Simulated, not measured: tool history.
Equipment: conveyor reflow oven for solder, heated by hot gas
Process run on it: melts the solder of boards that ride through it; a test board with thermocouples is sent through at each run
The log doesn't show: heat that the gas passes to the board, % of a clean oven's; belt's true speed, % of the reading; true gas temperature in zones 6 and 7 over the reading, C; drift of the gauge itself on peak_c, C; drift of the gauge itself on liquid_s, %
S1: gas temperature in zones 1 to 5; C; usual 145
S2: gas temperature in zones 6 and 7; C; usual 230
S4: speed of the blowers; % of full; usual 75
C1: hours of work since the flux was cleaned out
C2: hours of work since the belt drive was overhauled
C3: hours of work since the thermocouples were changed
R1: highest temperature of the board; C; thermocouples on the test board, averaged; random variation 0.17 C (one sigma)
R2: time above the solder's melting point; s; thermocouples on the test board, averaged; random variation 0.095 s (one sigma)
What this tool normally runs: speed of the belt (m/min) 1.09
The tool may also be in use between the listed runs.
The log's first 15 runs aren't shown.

run 16 hour=191.8 | S1=145 S2=235 speed_of_the_belt_(m/min)=0.89 S4=75 | C1=118 C2=626 C3=113 | R1=219.5 R2=38.10
run 17 hour=203.8 | S1=145 S2=236 speed_of_the_belt_(m/min)=1.00 S4=75 | C1=124 C2=632 C3=119 | R1=216.4 R2=32.50
run 18 hour=220.2 | S1=143 S2=239 speed_of_the_belt_(m/min)=1.15 S4=75 | C1=132 C2=641 C3=127 | R1=213.3 R2=26.00
run 19 hour=230.0 | S1=143 S2=228 speed_of_the_belt_(m/min)=1.29 S4=62 | C1=137 C2=646 C3=132 | R1=196.3 R2=13.41
run 20 hour=248.2 | S1=140 S2=243 speed_of_the_belt_(m/min)=1.09 S4=72 | C1=146 C2=655 C3=141 | R1=217.2 R2=28.53
run 21 hour=266.2 | S1=140 S2=243 speed_of_the_belt_(m/min)=1.09 S4=72 | C1=156 C2=664 C3=150 | R1=217.1 R2=28.72
run 22 hour=279.8 | S1=140 S2=237 speed_of_the_belt_(m/min)=1.09 S4=80 | C1=162 C2=671 C3=157 | R1=214.5 R2=27.75
run 23 hour=296.1 | S1=149 S2=244 speed_of_the_belt_(m/min)=1.09 S4=85 | C1=171 C2=679 C3=166 | R1=222.9 R2=32.96
run 24 hour=311.8 | S1=149 S2=244 speed_of_the_belt_(m/min)=1.09 S4=85 | C1=179 C2=687 C3=174 | R1=223.0 R2=33.22
run 25 hour=324.3 | S1=149 S2=220 speed_of_the_belt_(m/min)=1.26 S4=85 | C1=185 C2=694 C3=180 | R1=199.4 R2=17.74
run 26 hour=336.7 | S1=134 S2=220 speed_of_the_belt_(m/min)=0.95 S4=85 | C1=192 C2=700 C3=186 | R1=204.7 R2=25.96
run 27 hour=352.7 | S1=134 S2=220 speed_of_the_belt_(m/min)=0.95 S4=85 | C1=200 C2=708 C3=195 | R1=204.8 R2=26.19
run 28 hour=369.0 | S1=143 S2=230 speed_of_the_belt_(m/min)=0.90 S4=77 | C1=208 C2=717 C3=203 | R1=214.7 R2=35.18
run 29 hour=379.3 | S1=145 S2=221 speed_of_the_belt_(m/min)=0.88 S4=75 | C1=213 C2=722 C3=208 | R1=207.8 R2=32.93
run 30 hour=395.8 | S1=141 S2=230 speed_of_the_belt_(m/min)=0.99 S4=75 | C1=222 C2=730 C3=217 | R1=211.3 R2=29.31

5 ways to go on from here, each from the tool as it stands after run 30. What would each give?
run A hour=406.5 | S1=142 S2=230 speed_of_the_belt_(m/min)=1.09 S4=75 | C1=227 C2=736 C3=222 | R1=? R2=?
run B hour=406.5 | S1=141 S2=230 speed_of_the_belt_(m/min)=0.99 S4=68 | C1=227 C2=736 C3=222 | R1=? R2=?
run C hour=406.5 | S1=142 S2=230 speed_of_the_belt_(m/min)=1.09 S4=75 | C1=227 C2=736 C3=222 | R1=? R2=?
run D hour=406.5 | S1=130 S2=230 speed_of_the_belt_(m/min)=1.22 S4=75 | C1=227 C2=736 C3=222 | R1=? R2=?
run E hour=406.5 | S1=145 S2=230 speed_of_the_belt_(m/min)=1.09 S4=65 | C1=227 C2=736 C3=222 | R1=? R2=?

run=A R1=207.9 R2=24.73
run=B R1=209.4 R2=28.15
run=C R1=208.1 R2=24.76
run=D R1=200.5 R2=15.56
run=E R1=205.9 R2=23.97
With the hidden condition removed and each run's random variation left untouched, the same runs would have given:
run=A R1=208.2 R2=24.65
run=B R1=209.7 R2=27.97
run=C R1=208.4 R2=24.68
run=D R1=201.0 R2=15.73
run=E R1=206.2 R2=23.87

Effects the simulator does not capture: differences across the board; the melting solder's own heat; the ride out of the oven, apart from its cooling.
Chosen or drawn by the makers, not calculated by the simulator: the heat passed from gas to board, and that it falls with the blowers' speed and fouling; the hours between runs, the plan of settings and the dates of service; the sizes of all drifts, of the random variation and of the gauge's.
